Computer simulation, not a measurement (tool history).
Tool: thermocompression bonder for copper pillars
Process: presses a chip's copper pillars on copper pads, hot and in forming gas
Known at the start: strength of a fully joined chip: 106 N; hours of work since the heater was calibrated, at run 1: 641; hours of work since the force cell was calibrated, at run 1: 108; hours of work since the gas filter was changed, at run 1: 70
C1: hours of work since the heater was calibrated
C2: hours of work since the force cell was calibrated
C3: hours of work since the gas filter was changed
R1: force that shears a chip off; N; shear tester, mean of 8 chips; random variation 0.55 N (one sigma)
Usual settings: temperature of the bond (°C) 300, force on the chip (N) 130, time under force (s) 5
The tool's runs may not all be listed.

{"run": 1, "day": 0.0, "temperature of the bond (°C)": 300, "force on the chip (N)": 130, "time under force (s)": 5, "C1": 641, "C2": 108, "C3": 70, "R1": 62.6}
{"run": 2, "day": 0.562, "temperature of the bond (°C)": 300, "force on the chip (N)": 130, "time under force (s)": 5, "C1": 650, "C2": 117, "C3": 78, "R1": 61.5}
{"run": 3, "day": 1.683, "temperature of the bond (°C)": 300, "force on the chip (N)": 130, "time under force (s)": 5, "C1": 667, "C2": 134, "C3": 95, "R1": 61.9}
{"run": 4, "day": 2.704, "temperature of the bond (°C)": 300, "force on the chip (N)": 130, "time under force (s)": 5, "C1": 683, "C2": 150, "C3": 111, "R1": 63}
{"run": 5, "day": 3.967, "temperature of the bond (°C)": 300, "force on the chip (N)": 130, "time under force (s)": 5, "C1": 702, "C2": 169, "C3": 131, "R1": 61.2}
{"run": 6, "day": 5.075, "temperature of the bond (°C)": 300, "force on the chip (N)": 130, "time under force (s)": 5, "C1": 719, "C2": 186, "C3": 148, "R1": 61.7}
{"run": 7, "day": 5.808, "temperature of the bond (°C)": 300, "force on the chip (N)": 130, "time under force (s)": 5, "C1": 730, "C2": 197, "C3": 159, "R1": 61.2}
{"run": 8, "day": 7.154, "temperature of the bond (°C)": 300, "force on the chip (N)": 130, "time under force (s)": 5, "C1": 751, "C2": 218, "C3": 180, "R1": 61.5}
{"run": 9, "day": 7.933, "temperature of the bond (°C)": 300, "force on the chip (N)": 139, "time under force (s)": 5, "C1": 763, "C2": 230, "C3": 192, "R1": 65.3}
{"run": 10, "day": 9.038, "temperature of the bond (°C)": 300, "force on the chip (N)": 130, "time under force (s)": 3, "C1": 780, "C2": 247, "C3": 209, "R1": 53.3}
{"run": 11, "day": 9.775, "temperature of the bond (°C)": 300, "force on the chip (N)": 130, "time under force (s)": 3, "C1": 791, "C2": 258, "C3": 220, "R1": 52.9}
{"day": 10.442, "done": "forming gas filter changed"}
{"run": 12, "day": 10.6, "temperature of the bond (°C)": 300, "force on the chip (N)": 130, "time under force (s)": 9, "C1": 804, "C2": 271, "C3": 2, "R1": 72.5}
{"run": 13, "day": 11.754, "temperature of the bond (°C)": 300, "force on the chip (N)": 130, "time under force (s)": 9, "C1": 822, "C2": 288, "C3": 20, "R1": 74.8}
{"run": 14, "day": 12.592, "temperature of the bond (°C)": 300, "force on the chip (N)": 130, "time under force (s)": 9, "C1": 834, "C2": 301, "C3": 33, "R1": 73.5}
{"run": 15, "day": 13.442, "temperature of the bond (°C)": 300, "force on the chip (N)": 130, "time under force (s)": 9, "C1": 847, "C2": 314, "C3": 46, "R1": 73.4}
{"run": 16, "day": 14.496, "temperature of the bond (°C)": 300, "force on the chip (N)": 130, "time under force (s)": 5, "C1": 864, "C2": 330, "C3": 62, "R1": 62.3}
{"run": 17, "day": 15.229, "temperature of the bond (°C)": 300, "force on the chip (N)": 130, "time under force (s)": 5, "C1": 875, "C2": 342, "C3": 74, "R1": 60.5}
{"run": 18, "day": 16.4, "temperature of the bond (°C)": 300, "force on the chip (N)": 130, "time under force (s)": 5, "C1": 893, "C2": 360, "C3": 92, "R1": 62.5}
{"run": 19, "day": 17.692, "temperature of the bond (°C)": 300, "force on the chip (N)": 130, "time under force (s)": 5, "C1": 913, "C2": 380, "C3": 111, "R1": 61.5}
{"run": 20, "day": 18.633, "temperature of the bond (°C)": 300, "force on the chip (N)": 130, "time under force (s)": 5, "C1": 927, "C2": 394, "C3": 126, "R1": 63}
{"run": 21, "day": 19.296, "temperature of the bond (°C)": 300, "force on the chip (N)": 130, "time under force (s)": 5, "C1": 937, "C2": 404, "C3": 136, "R1": 61.6}
{"run": 22, "day": 20.3, "temperature of the bond (°C)": 275, "force on the chip (N)": 130, "time under force (s)": 5, "C1": 953, "C2": 420, "C3": 152, "R1": 49.8}
{"run": 23, "day": 20.929, "temperature of the bond (°C)": 275, "force on the chip (N)": 130, "time under force (s)": 5, "C1": 963, "C2": 429, "C3": 161, "R1": 49.8}
{"run": 24, "day": 21.742, "temperature of the bond (°C)": 275, "force on the chip (N)": 119, "time under force (s)": 5, "C1": 975, "C2": 442, "C3": 174, "R1": 45.3}
{"run": 25, "day": 22.504, "temperature of the bond (°C)": 275, "force on the chip (N)": 119, "time under force (s)": 5, "C1": 987, "C2": 454, "C3": 185, "R1": 45.9}
{"run": 26, "day": 23.217, "temperature of the bond (°C)": 309, "force on the chip (N)": 93, "time under force (s)": 5, "C1": 998, "C2": 465, "C3": 196, "R1": 49}
{"run": 27, "day": 24.012, "temperature of the bond (°C)": 280, "force on the chip (N)": 130, "time under force (s)": 14, "C1": 1010, "C2": 477, "C3": 209, "R1": 71.5}
{"run": 28, "day": 24.829, "temperature of the bond (°C)": 280, "force on the chip (N)": 130, "time under force (s)": 14, "C1": 1022, "C2": 489, "C3": 221, "R1": 70.7}
{"day": 25.467, "done": "forming gas filter changed"}
{"run": 29, "day": 25.696, "temperature of the bond (°C)": 280, "force on the chip (N)": 130, "time under force (s)": 14, "C1": 1035, "C2": 502, "C3": 3, "R1": 71.7}
{"run": 30, "day": 26.521, "temperature of the bond (°C)": 283, "force on the chip (N)": 130, "time under force (s)": 14, "C1": 1048, "C2": 515, "C3": 16, "R1": 72.8}
{"run": 31, "day": 27.475, "temperature of the bond (°C)": 298, "force on the chip (N)": 171, "time under force (s)": 3, "C1": 1063, "C2": 530, "C3": 31, "R1": 66.6}

The next listed run, before its measurement:
{"run": 32, "day": 28.033, "temperature of the bond (°C)": 287, "force on the chip (N)": 167, "time under force (s)": 8, "C1": 1071, "C2": 538, "C3": 39, "R1": "?"}

{"run 32": {"R1": 76.5}}
Without the tool's hidden state the same run would have given R1 76.4 N.

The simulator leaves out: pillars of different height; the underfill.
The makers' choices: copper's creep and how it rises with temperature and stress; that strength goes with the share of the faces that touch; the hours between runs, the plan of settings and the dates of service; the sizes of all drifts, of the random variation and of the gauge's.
